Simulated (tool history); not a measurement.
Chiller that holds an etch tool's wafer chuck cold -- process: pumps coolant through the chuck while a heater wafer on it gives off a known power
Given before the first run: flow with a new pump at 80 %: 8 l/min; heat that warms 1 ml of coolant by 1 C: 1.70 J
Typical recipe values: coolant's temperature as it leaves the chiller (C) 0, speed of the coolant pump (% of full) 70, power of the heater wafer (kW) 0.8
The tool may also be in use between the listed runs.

run   hour  coolant's temperature as it leaves the chiller (C)  speed of the coolant pump (% of full)  power of the heater wafer (kW)  chuck's temperature once it has settled (C)  how much warmer the coolant comes back (C)
  1      0                                                   0                                     70                             0.8                                         7.68                                        4.05
  2   16.9                                                   0                                     75                             0.8                                         7.42                                        3.79
  3   36.9                                                   0                                     75                             0.8                                         7.43                                        3.81
  4   61.1                                                   0                                     75                             0.8                                         7.29                                        3.78
  5   78.6                                                   0                                     75                             0.8                                         7.29                                        3.75
  6  105.1                                                  -5                                     75                             0.8                                         2.36                                        3.81
  7  124.8                                                  -5                                     75                             0.8                                         2.28                                        3.84
  8  138.5                                                   0                                     79                             0.8                                         7.12                                        3.61
  9  156.3                                                   0                                     79                             0.8                                         7.08                                        3.62
 10  178.1                                                   0                                     79                             0.8                                         7.05                                        3.61
 11  193.2                                                   0                                     79                             0.8                                         7.05                                        3.62
 12  209.2                                                   0                                     79                             0.8                                         7.03                                        3.59
 13  234.2                                                   0                                     79                             0.8                                         7.05                                        3.58
 14  251.2                                                   0                                     79                             0.8                                         6.97                                        3.61
 15  266.1                                                  -9                                     70                             0.8                                        -1.28                                        4.12
 16  282.5                                                  -9                                     70                             0.8                                        -1.23                                        4.07
 17  308.4                                                  -9                                     70                             0.8                                        -1.28                                        4.09
 18    322                                                  -1                                     62                           0.454                                         3.83                                        2.62
 19  334.6                                                   1                                     79                           0.431                                         4.79                                        1.97
 20  347.7                                                  -3                                     79                           0.819                                         4.23                                        3.72
 21  360.7                                                 -10                                     70                           0.856                                        -1.73                                        4.34
 22  389.9                                                 -10                                     70                           0.856                                        -1.53                                        4.38
 23  404.8                                                 -10                                     70                           0.856                                        -1.64                                        4.33
 24  419.9                                                 -10                                     70                           0.856                                        -1.66                                        4.37
 25  436.6                                                  10                                     88                            1.07                                        18.58                                        4.35
 26  451.9                                                   6                                     88                           0.745                                        11.93                                        2.99
 27  481.3                                                   6                                     76                           0.745                                        12.72                                        3.52
 28  494.6                                                  -8                                     68                           0.725                                        -0.81                                        3.85
 29  515.8                                                   0                                     91                             0.8                                         6.34                                        3.13
 30    543                                                   0                                     95                             0.8                                         6.16                                           3
 31  555.3                                                  -5                                     91                             0.8                                         1.29                                        3.13
 32  570.1                                                  -5                                     91                             0.8                                          1.4                                        3.16

Removed from this log: 2 entries logged between the listed runs. Between which two listed runs does each belong, and how does the tool's hidden state at the listed run before it compare with that at the listed run after it?
In the gap between runs 12 and 13: chiller's thermometer calibrated (hour 212.7)
  heat passed by the chuck's channels, % of clean ones': 95.9 -> 95.8; flow at a given pump speed, % of a new pump's: 99.1 -> 99; coolant's true temperature over the reading, C: -0.01 -> -0.02
  difference, measured minus the result without the unlogged condition, chuck's temperature once it has settled (C): +0.24 -> +0.23; how much warmer the coolant comes back (C): +0.04 -> +0.04
In the gap between runs 19 and 20: chiller's thermometer calibrated, once more (hour 347.1)
  coolant's true temperature over the reading, C: -0.03 -> -0.04
  difference, measured minus the result without the unlogged condition, chuck's temperature once it has settled (C): +0.12 -> +0.24; how much warmer the coolant comes back (C): +0.03 -> +0.04

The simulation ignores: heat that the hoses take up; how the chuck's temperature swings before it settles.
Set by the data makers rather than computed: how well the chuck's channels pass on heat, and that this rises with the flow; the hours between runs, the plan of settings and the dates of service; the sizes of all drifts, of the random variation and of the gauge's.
